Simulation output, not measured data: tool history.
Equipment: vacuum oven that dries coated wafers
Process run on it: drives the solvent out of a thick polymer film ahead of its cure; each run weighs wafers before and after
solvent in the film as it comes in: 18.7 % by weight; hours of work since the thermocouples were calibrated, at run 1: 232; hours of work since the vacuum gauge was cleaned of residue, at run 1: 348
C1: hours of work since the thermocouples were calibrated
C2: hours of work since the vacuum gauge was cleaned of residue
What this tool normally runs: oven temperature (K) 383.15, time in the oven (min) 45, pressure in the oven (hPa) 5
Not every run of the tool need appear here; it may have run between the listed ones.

Run 1, day 0: usual settings; C1 232; C2 348. Result: solvent left in the film (%) 3.27.
Run 2, day 0.754: usual settings; C1 246; C2 362. Result: solvent left in the film (%) 3.25.
Run 3, day 1.688: usual settings; C1 264; C2 379. Result: solvent left in the film (%) 3.26.
Run 4, day 2.229: usual settings but time in the oven (min) 28; C1 274; C2 389. Result: solvent left in the film (%) 5.74.
Run 5, day 2.925: usual settings but oven temperature (K) 381.15; C1 287; C2 402. Result: solvent left in the film (%) 3.66.
Run 6, day 3.938: usual settings but oven temperature (K) 374.15; C1 305; C2 420. Result: solvent left in the film (%) 5.26.
Run 7, day 4.446: usual settings but oven temperature (K) 374.15; C1 315; C2 430. Result: solvent left in the film (%) 5.24.
Run 8, day 5.271: usual settings but oven temperature (K) 374.15, pressure in the oven (hPa) 7.32; C1 330; C2 445. Result: solvent left in the film (%) 5.37.
Run 9, day 6.067: usual settings but oven temperature (K) 397.15, pressure in the oven (hPa) 7.32; C1 345; C2 460. Result: solvent left in the film (%) 1.19.
Run 10, day 7.158: usual settings but oven temperature (K) 371.15, pressure in the oven (hPa) 7.32; C1 365; C2 480. Result: solvent left in the film (%) 6.11.
Run 11, day 7.917: usual settings but oven temperature (K) 371.15, pressure in the oven (hPa) 7.32; C1 379; C2 494. Result: solvent left in the film (%) 6.11.
At day 8.075: oven's thermocouples calibrated.
Run 12, day 8.621: usual settings but pressure in the oven (hPa) 11.42; C1 10; C2 505. Result: solvent left in the film (%) 3.51.
Run 13, day 9.504: usual settings; C1 26; C2 522. Result: solvent left in the film (%) 3.19.
Run 14, day 10.029: usual settings; C1 36; C2 531. Result: solvent left in the film (%) 3.22.
Run 15, day 10.858: usual settings; C1 51; C2 547. Result: solvent left in the film (%) 3.2.
Run 16, day 11.475: usual settings; C1 63; C2 558. Result: solvent left in the film (%) 3.17.
Run 17, day 12.5: usual settings; C1 82; C2 577. Result: solvent left in the film (%) 3.19.
Run 18, day 12.962: usual settings but time in the oven (min) 23, pressure in the oven (hPa) 11.5; C1 90; C2 586. Result: solvent left in the film (%) 6.97.
Run 19, day 13.742: usual settings but oven temperature (K) 368.15, pressure in the oven (hPa) 16.7; C1 105; C2 600. Result: solvent left in the film (%) 7.35.
At day 14.171: oven's thermocouples calibrated, once more.
Run 20, day 14.954: usual settings but oven temperature (K) 387.15, pressure in the oven (hPa) 16.7; C1 14; C2 621. Result: solvent left in the film (%) 3.16.
Run 21, day 15.804: usual settings but oven temperature (K) 387.15, pressure in the oven (hPa) 16.7; C1 30; C2 637. Result: solvent left in the film (%) 3.18.
Run 22, day 16.608: usual settings but oven temperature (K) 391.15, time in the oven (min) 31, pressure in the oven (hPa) 16.7; C1 45; C2 651. Result: solvent left in the film (%) 4.05.
Run 23, day 17.696: usual settings but time in the oven (min) 37, pressure in the oven (hPa) 7.91; C1 65; C2 672. Result: solvent left in the film (%) 4.52.
Run 24, day 18.788: usual settings but time in the oven (min) 37, pressure in the oven (hPa) 7.91; C1 85; C2 692. Result: solvent left in the film (%) 4.55.
Run 25, day 19.788: usual settings but oven temperature (K) 395.15; C1 104; C2 710. Result: solvent left in the film (%) 1.43.
Run 26, day 20.317: usual settings but oven temperature (K) 386.15; C1 114; C2 720. Result: solvent left in the film (%) 2.81.

Table of differences, measured result less the result of that run with no hidden state. Run-to-run variation is the same in both. Gauge scatter possibly is not:
Unlogged tool condition in this case: true wafer temperature over the reading, C; true pressure over the reading, kPa; drift of the gauge itself on solvent_pct, %.
run  solvent left in the film (%)
  1                         -0.01
  2                         -0.02
  3                         -0.01
  4                         -0.03
  5                         -0.02
  6                         -0.03
  7                         -0.03
  8                         -0.03
  9                         -0.01
 10                         -0.04
 11                         -0.04
 12                         -0.06
 13                         -0.07
 14                         -0.07
 15                         -0.07
 16                         -0.07
 17                         -0.08
 18                          -0.1
 19                          -0.1
 20                         +0.15
 21                         +0.14
 22                         +0.14
 23                         +0.15
 24                         +0.15
 25                         +0.09
 26                         +0.12
